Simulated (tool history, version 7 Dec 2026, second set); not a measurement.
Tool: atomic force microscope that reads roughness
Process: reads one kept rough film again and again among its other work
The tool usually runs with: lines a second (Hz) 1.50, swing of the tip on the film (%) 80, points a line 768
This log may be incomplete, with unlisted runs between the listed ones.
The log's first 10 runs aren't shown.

run,hour,lines a second (Hz),swing of the tip on the film (%),points a line,roughness of the kept film (nm (root mean square))
11,159.2,0.64,80,768,3.932
12,179.4,0.64,80,768,3.858
13,198.2,1.50,80,768,3.476
14,208.4,1.50,80,768,3.434
15,230.2,1.50,80,456,3.377
16,245.4,1.50,80,456,3.323
17,256.7,1.50,64,456,3.590
# hour 259.0: new tip fitted
18,280.6,3.89,80,768,2.938
19,302.3,1.50,80,768,3.562
20,321.1,1.50,80,768,3.502
21,339.3,1.50,80,768,3.425
22,352.8,1.50,80,768,3.391
23,368.6,1.50,80,729,3.348
24,384.2,1.50,80,768,3.293
# hour 386.5: new tip fitted
25,395.5,1.50,80,295,3.659
26,414.9,1.50,80,768,3.605

Forecast run 27:
27,437.9,1.50,80,768,?

roughness of the kept film (nm (root mean square)): 3.509
Take away the tool's hidden state, keep the run-to-run variation as it was, and the same run would have given roughness of the kept film (nm (root mean square)) 3.727.

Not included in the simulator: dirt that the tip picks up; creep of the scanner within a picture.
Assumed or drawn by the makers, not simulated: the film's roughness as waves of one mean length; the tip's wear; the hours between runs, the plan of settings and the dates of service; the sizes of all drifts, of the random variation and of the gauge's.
